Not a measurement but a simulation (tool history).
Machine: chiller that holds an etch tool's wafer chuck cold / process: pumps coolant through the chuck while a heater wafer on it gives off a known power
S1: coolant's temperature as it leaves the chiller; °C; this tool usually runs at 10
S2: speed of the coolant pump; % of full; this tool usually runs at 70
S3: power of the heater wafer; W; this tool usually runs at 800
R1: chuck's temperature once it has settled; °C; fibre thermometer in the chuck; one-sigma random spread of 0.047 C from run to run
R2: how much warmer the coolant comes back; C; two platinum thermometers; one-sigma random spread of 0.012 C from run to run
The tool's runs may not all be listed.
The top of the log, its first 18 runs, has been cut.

run 19 hour=787.4 | S1=2 S2=75 S3=569 | R1=5.79 R2=1.57
run 20 hour=837.5 | S1=10 S2=68 S3=561 | R1=14.06 R2=1.71
run 21 hour=872.3 | S1=7 S2=69 S3=1061 | R1=14.61 R2=3.39
run 22 hour=935 | S1=17 S2=70 S3=547 | R1=20.82 R2=1.57
run 23 hour=996.3 | S1=15 S2=70 S3=894 | R1=21.38 R2=2.71
run 24 hour=1041.3 | S1=15 S2=70 S3=894 | R1=21.29 R2=2.72
run 25 hour=1094.7 | S1=2 S2=70 S3=800 | R1=7.72 R2=2.39
run 26 hour=1128 | S1=2 S2=70 S3=800 | R1=7.71 R2=2.37
run 27 hour=1161.5 | S1=10 S2=61 S3=800 | R1=16.26 R2=2.8
run 28 hour=1199.5 | S1=2 S2=86 S3=895 | R1=7.49 R2=2.09
run 29 hour=1249.2 | S1=2 S2=86 S3=895 | R1=7.39 R2=2.06
run 30 hour=1292.5 | S1=1 S2=85 S3=525 | R1=4.24 R2=1.08
run 31 hour=1347.7 | S1=1 S2=85 S3=525 | R1=4.19 R2=1.06

Forecast each of these 3 alternatives for the next run:
run A hour=1397.9 | S1=19 S2=65 S3=457 | R1=? R2=?
run B hour=1397.9 | S1=10 S2=63 S3=800 | R1=? R2=?
run C hour=1397.9 | S1=10 S2=70 S3=862 | R1=? R2=?

run=A R1=22.42 R2=1.28
run=B R1=16.11 R2=2.62
run=C R1=16.15 R2=2.51
With no hidden state in the tool, these same runs would have given:
run=A R1=22.42 R2=1.66
run=B R1=16.1 R2=2.99
run=C R1=16.15 R2=2.88
